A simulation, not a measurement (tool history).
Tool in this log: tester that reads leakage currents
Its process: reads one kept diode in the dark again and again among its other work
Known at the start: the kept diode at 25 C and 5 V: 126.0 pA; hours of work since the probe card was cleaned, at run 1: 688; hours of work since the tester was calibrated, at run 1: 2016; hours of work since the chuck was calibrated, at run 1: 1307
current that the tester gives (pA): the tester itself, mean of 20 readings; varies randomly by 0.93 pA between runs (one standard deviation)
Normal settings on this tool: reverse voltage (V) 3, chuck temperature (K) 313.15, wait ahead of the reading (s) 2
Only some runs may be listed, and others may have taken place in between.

run    hour  reverse voltage (V)  chuck temperature (K)  wait ahead of the reading (s)  hours of work since the probe card was cleaned  hours of work since the tester was calibrated  hours of work since the chuck was calibrated  current that the tester gives (pA)
  1       0                    3                 313.15                              2                                             688                                           2016                                          1307                              337.13
  2   106.3                    3                 313.15                              2                                             733                                           2060                                          1351                               340.5
  3   198.4                    3                 313.15                           1.78                                             772                                           2099                                          1390                              338.59
  4   307.3                    3                 313.15                           0.44                                             818                                           2145                                          1436                               340.3
  5   415.9                    3                 313.15                           0.38                                             863                                           2191                                          1482                              343.86
  6     483                    3                 313.15                           0.38                                             892                                           2219                                          1510                              340.47
  7   554.4                    3                 313.15                           0.38                                             922                                           2249                                          1540                              343.24
  8   680.7                    3                 313.15                           0.38                                             975                                           2302                                          1593                              344.62
  9   785.1                    3                 313.15                           0.38                                            1019                                           2346                                          1637                              345.02
 10   912.7                    3                 313.15                           0.38                                            1072                                           2400                                          1691                              345.61
      954.9  -- chuck's temperature calibrated
 11  1041.9                    3                 313.15                           0.38                                            1126                                           2453                                            37                              314.37
 12  1133.2                    3                 313.15                           0.38                                            1164                                           2492                                            75                               315.9
 13  1190.4                 4.19                 313.15                              2                                            1188                                           2516                                            99                              358.04
 14  1264.8                 4.19                 313.15                              2                                            1220                                           2547                                           130                              358.03
 15    1327                 4.19                 313.15                              2                                            1246                                           2573                                           157                              358.94
 16  1459.1                 4.19                 313.15                              2                                            1301                                           2629                                           212                              361.12
 17  1555.9                    3                 313.15                              2                                            1342                                           2669                                           253                              317.94
 18  1640.9                    3                 313.15                              2                                            1378                                           2705                                           289                              321.07
 19  1760.1                 6.18                 313.15                              2                                            1428                                           2755                                           339                              419.31
 20  1855.2                11.87                 313.15                              2                                            1468                                           2795                                           379                               537.3
 21  1946.5                11.87                 320.15                           0.45                                            1506                                           2834                                           417                              861.32
 22  2009.9                11.87                 320.15                           0.45                                            1533                                           2860                                           444                              859.75
 23  2112.5                11.87                 320.15                           0.45                                            1576                                           2904                                           487                              864.43
     2125.8  -- tester calibrated
 24  2205.3                 5.56                 333.15                           5.95                                            1614                                             33                                           525                             1470.97
 25  2295.7                17.25                 313.15                           0.36                                            1652                                             71                                           563                              636.54
 26  2358.4                 1.79                 307.15                           0.73                                            1679                                             98                                           590                              176.59
 27  2431.2                    3                 313.15                           1.43                                            1709                                            128                                           620                              322.94
 28  2532.6                    3                 295.15                              2                                            1752                                            171                                           663                               90.49
     2594.3  -- tester calibrated, once more
 29  2598.9                 3.87                 321.15                              2                                            1779                                              2                                           690                              603.44
 30    2690                 3.87                 321.15                              2                                            1818                                             40                                           728                              604.67
 31  2782.8                 1.52                 321.15                           0.36                                            1857                                             79                                           767                              430.08
 32  2909.4                 1.52                 321.15                           0.36                                            1910                                            133                                           821                              430.99
 33  3035.9                 9.14                 322.15                              2                                            1963                                            186                                           874                              895.25
 34    3148                 9.14                 322.15                              2                                            2010                                            233                                           921                               902.3
 35  3247.7                12.02                 321.15                           0.34                                            2052                                            275                                           963                              946.25
 36  3304.8                 8.38                 328.15                            8.8                                            2076                                            299                                           987                             1274.93
 37  3409.5                  1.6                 300.15                           0.35                                            2120                                            343                                          1031                              103.49
 38  3483.2                  1.6                 300.15                           0.35                                            2151                                            374                                          1062                               104.1
 39    3568                  1.6                 300.15                           1.79                                            2187                                            410                                          1098                              103.14

How the hidden state differs across the entries between the runs, from the last listed run before each to the first after it:
Run 10 -> run 11: chuck's temperature calibrated (hour 954.9)
  stray current of the dirty probe card, pA a volt: 0.826 -> 0.866; current scale over the true one, %: 0.69 -> 0.7; true chuck temperature over the reading, C: 1.26 -> -0.06
  the result without the hidden state subtracted from the measured one, current that the tester gives (pA): +33.08 -> +3.47
Run 23 -> run 24: tester calibrated (hour 2125.8)
  stray current of the dirty probe card, pA a volt: 1.187 -> 1.213; current scale over the true one, %: 0.79 -> 1.26; true chuck temperature over the reading, C: 0.22 -> 0.24
  the result without the hidden state subtracted from the measured one, current that the tester gives (pA): +32.54 -> +45.77
Run 28 -> run 29: tester calibrated, once more (hour 2594.3)
  stray current of the dirty probe card, pA a volt: 1.31 -> 1.331; current scale over the true one, %: 1.28 -> 0.08; true chuck temperature over the reading, C: 0.32 -> 0.34
  the result without the hidden state subtracted from the measured one, current that the tester gives (pA): +7.13 -> +18.7

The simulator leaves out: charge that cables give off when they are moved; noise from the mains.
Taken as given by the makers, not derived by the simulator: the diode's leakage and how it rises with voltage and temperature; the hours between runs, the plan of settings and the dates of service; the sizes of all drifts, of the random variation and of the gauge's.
